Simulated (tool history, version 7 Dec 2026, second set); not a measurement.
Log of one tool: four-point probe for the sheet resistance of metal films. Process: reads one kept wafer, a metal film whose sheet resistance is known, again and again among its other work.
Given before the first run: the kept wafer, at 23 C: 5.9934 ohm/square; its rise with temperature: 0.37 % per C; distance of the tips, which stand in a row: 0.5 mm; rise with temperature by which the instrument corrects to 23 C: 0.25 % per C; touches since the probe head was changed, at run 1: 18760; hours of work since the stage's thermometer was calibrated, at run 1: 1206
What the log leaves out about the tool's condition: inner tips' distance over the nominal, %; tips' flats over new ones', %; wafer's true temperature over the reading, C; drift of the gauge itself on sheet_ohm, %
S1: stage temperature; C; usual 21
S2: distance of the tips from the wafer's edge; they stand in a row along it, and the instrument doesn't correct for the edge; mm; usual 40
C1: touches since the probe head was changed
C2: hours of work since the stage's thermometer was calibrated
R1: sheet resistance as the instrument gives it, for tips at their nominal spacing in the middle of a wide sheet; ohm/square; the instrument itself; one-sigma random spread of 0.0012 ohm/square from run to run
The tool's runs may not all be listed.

run	hour	S1	S2	C1	C2	R1
1	0.0	21	40	18760	1206	6.001322
2	83.0	21	40	20426	1245	5.998399
3	175.5	21	9	22280	1288	6.010367
4	231.6	21	9	23406	1314	6.008808
5	295.1	21	9	24680	1344	6.010544
6	353.0	21	9	25841	1371	6.011007
7	399.2	21	72	26768	1393	5.999050
8	491.8	21	72	28625	1436	6.001354
9	568.7	23	72	30167	1472	6.014440
10	640.0	21	38	31598	1506	6.002123
# hour 645.4: stage's thermometer calibrated
11	703.0	21	38	32851	27	5.997205
12	762.7	23	3	34049	55	6.102592
13	808.6	23	3	34969	76	6.102042
14	857.2	31	4	35944	99	6.122892
# hour 925.0: stage's thermometer calibrated, once more
15	925.0	24	22	37295	0	6.029525
16	982.7	24	22	38453	27	6.030845
17	1034.3	30	18	39487	51	6.072535
18	1099.2	30	18	40790	82	6.075646
19	1186.8	31	11	42547	123	6.085510

Branching from run 19: 3 alternative next runs. What would each branch give?
A	1228.3	21	5	43379	142	?
B	1228.3	21	5	43379	142	?
C	1228.3	22	20	43379	142	?

run	R1
A	6.039987
B	6.038352
C	6.017616
Had the tool no hidden state, the same runs would have come out as:
run	R1
A	6.011236
B	6.009609
C	5.988958
